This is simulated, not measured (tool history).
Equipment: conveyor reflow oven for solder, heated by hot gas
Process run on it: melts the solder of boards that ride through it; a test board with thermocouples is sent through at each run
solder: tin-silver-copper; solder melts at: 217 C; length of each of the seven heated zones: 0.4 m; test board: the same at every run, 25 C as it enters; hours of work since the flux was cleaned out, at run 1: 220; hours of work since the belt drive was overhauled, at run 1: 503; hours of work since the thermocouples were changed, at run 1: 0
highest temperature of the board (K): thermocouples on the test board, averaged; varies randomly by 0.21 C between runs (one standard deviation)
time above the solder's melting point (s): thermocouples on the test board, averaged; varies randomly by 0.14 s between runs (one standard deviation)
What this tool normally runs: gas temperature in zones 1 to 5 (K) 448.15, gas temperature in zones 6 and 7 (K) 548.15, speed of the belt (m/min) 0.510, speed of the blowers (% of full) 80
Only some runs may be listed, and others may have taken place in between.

run,day,gas temperature in zones 1 to 5 (K),gas temperature in zones 6 and 7 (K),speed of the belt (m/min),speed of the blowers (% of full),hours of work since the flux was cleaned out,hours of work since the belt drive was overhauled,hours of work since the thermocouples were changed,highest temperature of the board (K),time above the solder's melting point (s)
1,0.000,448.15,548.15,0.510,80,220,503,0,533.55,78.5
2,0.671,448.15,548.15,0.510,80,233,516,13,533.25,78.2
3,1.675,448.15,548.15,0.510,80,252,535,32,533.65,78.3
4,2.908,448.15,548.15,0.510,53,276,558,56,525.55,69.8
5,4.150,454.15,548.15,0.510,53,299,582,79,526.15,73.7
6,5.083,454.15,548.15,0.510,53,317,600,97,526.15,73.8
7,5.829,454.15,548.15,0.510,53,332,614,112,526.05,73.4
8,6.867,454.15,548.15,0.450,53,351,634,131,530.45,89.1
9,7.942,454.15,548.15,0.450,53,372,655,152,530.45,88.8
# day 8.796: flux residue cleaned out of gas plates and filters
10,9.454,448.15,548.15,0.510,80,13,680,177,535.25,80.2
11,10.250,448.15,548.15,0.427,80,28,695,192,539.25,100.1
12,11.521,448.15,548.15,0.571,80,52,719,216,531.35,68.6
13,12.858,448.15,548.15,0.571,80,78,745,242,531.05,68.4
14,13.933,448.15,548.15,0.510,80,98,765,263,534.35,79.9
15,15.167,448.15,548.15,0.510,80,122,789,286,534.25,79.6
16,15.762,448.15,548.15,0.510,80,133,800,298,533.85,79.4
17,16.329,457.15,554.15,0.510,80,144,811,308,540.55,87.2
18,16.975,456.15,546.15,0.436,60,156,824,321,532.85,96.5
19,18.317,456.15,546.15,0.436,60,182,849,346,532.75,96.4
20,19.204,456.15,546.15,0.436,60,199,866,363,532.55,96.3
21,20.121,448.15,553.15,0.489,80,217,884,381,538.75,86.5
22,21.246,448.15,548.15,0.489,80,238,905,402,534.25,83.7
# day 21.767: belt drive overhauled, speed set with a stopwatch
23,22.525,448.15,548.15,0.489,80,259,14,424,533.15,80.7
24,23.596,447.15,556.15,0.510,52,280,35,444,529.85,72.4
25,24.204,449.15,556.15,0.510,52,292,47,456,531.15,73.7
26,24.871,449.15,556.15,0.510,52,304,59,469,530.35,73.3
27,25.696,448.15,550.15,0.520,80,320,75,484,532.85,75.3
28,26.592,448.15,550.15,0.520,80,337,92,501,532.95,75.2

Forecast each of these 5 alternatives for the next run:
A,27.262,442.15,542.15,0.488,80,350,105,514,?,?
B,27.262,448.15,537.15,0.555,74,350,105,514,?,?
C,27.262,448.15,548.15,0.510,79,350,105,514,?,?
D,27.262,448.15,548.15,0.418,80,350,105,514,?,?
E,27.262,448.15,552.15,0.520,80,350,105,514,?,?

run,highest temperature of the board (K),time above the solder's melting point (s)
A,526.55,73.5
B,517.85,57.5
C,531.55,75.7
D,536.95,98.8
E,534.25,76.4
Take away the tool's hidden state, keep each run's random variation, and the runs would have read:
run,highest temperature of the board (K),time above the solder's melting point (s)
A,529.95,76.8
B,521.35,61.5
C,535.05,78.3
D,539.85,100.9
E,537.85,78.8
